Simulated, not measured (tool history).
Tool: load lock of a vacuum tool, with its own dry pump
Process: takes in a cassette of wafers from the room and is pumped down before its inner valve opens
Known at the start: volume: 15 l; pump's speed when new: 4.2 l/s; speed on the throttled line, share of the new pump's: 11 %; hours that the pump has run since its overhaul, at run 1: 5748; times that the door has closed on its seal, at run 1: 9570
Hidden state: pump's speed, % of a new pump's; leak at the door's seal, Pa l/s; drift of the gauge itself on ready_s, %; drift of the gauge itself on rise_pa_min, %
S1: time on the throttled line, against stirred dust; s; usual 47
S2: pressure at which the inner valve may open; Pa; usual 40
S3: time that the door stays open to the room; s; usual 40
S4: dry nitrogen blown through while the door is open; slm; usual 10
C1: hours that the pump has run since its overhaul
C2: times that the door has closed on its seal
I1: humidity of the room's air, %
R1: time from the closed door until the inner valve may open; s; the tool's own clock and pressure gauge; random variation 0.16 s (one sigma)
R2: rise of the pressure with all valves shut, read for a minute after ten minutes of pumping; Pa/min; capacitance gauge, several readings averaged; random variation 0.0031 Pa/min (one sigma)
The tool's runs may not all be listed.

{"run": 1, "hour": 0.0, "S1": 47, "S2": 40, "S3": 40, "S4": 10, "C1": 5748, "C2": 9570, "I1": 46.9, "R1": 71.4, "R2": 0.091}
{"run": 2, "hour": 123.8, "S1": 47, "S2": 40, "S3": 169, "S4": 10, "C1": 5872, "C2": 10006, "I1": 46.6, "R1": 71.4, "R2": 0.174}
{"run": 3, "hour": 227.5, "S1": 47, "S2": 40, "S3": 40, "S4": 10, "C1": 5976, "C2": 10372, "I1": 47.6, "R1": 71.4, "R2": 0.094}
{"run": 4, "hour": 361.5, "S1": 47, "S2": 40, "S3": 40, "S4": 35, "C1": 6110, "C2": 10844, "I1": 46.8, "R1": 71.4, "R2": 0.078}
{"run": 5, "hour": 434.3, "S1": 47, "S2": 40, "S3": 40, "S4": 35, "C1": 6182, "C2": 11100, "I1": 43.5, "R1": 71.6, "R2": 0.074}
{"run": 6, "hour": 568.6, "S1": 47, "S2": 40, "S3": 40, "S4": 35, "C1": 6317, "C2": 11573, "I1": 45.1, "R1": 71.5, "R2": 0.076}
{"run": 7, "hour": 666.7, "S1": 47, "S2": 40, "S3": 40, "S4": 10, "C1": 6415, "C2": 11919, "I1": 43.3, "R1": 71.6, "R2": 0.093}
{"run": 8, "hour": 731.7, "S1": 62, "S2": 40, "S3": 40, "S4": 10, "C1": 6480, "C2": 12148, "I1": 43.0, "R1": 84.9, "R2": 0.097}
{"run": 9, "hour": 868.5, "S1": 44, "S2": 42, "S3": 66, "S4": 18, "C1": 6617, "C2": 12630, "I1": 41.3, "R1": 68.8, "R2": 0.102}
{"run": 10, "hour": 978.0, "S1": 44, "S2": 42, "S3": 66, "S4": 18, "C1": 6726, "C2": 13015, "I1": 46.2, "R1": 68.5, "R2": 0.118}
{"run": 11, "hour": 1101.3, "S1": 44, "S2": 36, "S3": 66, "S4": 27, "C1": 6849, "C2": 13450, "I1": 44.0, "R1": 69.4, "R2": 0.1}
{"run": 12, "hour": 1214.3, "S1": 44, "S2": 36, "S3": 66, "S4": 27, "C1": 6962, "C2": 13848, "I1": 46.6, "R1": 69.5, "R2": 0.111}
{"run": 13, "hour": 1281.8, "S1": 44, "S2": 36, "S3": 66, "S4": 27, "C1": 7030, "C2": 14085, "I1": 41.2, "R1": 69.3, "R2": 0.104}

Hidden state or all else? Some run-to-run changes of R1, split into what the settings, what came in and random variation would give without the hidden state, and what is left for the hidden state (with any gauge scatter that isn't in both results):
Run 1 -> 2: S3 40 -> 169. R1 +0.0 s: hidden state +0.1, all else -0.1.
Run 8 -> 9: S1 62 -> 44, S2 40 -> 42, S3 40 -> 66, S4 10 -> 18. R1 -16.1 s: hidden state +0.1, all else -16.2.

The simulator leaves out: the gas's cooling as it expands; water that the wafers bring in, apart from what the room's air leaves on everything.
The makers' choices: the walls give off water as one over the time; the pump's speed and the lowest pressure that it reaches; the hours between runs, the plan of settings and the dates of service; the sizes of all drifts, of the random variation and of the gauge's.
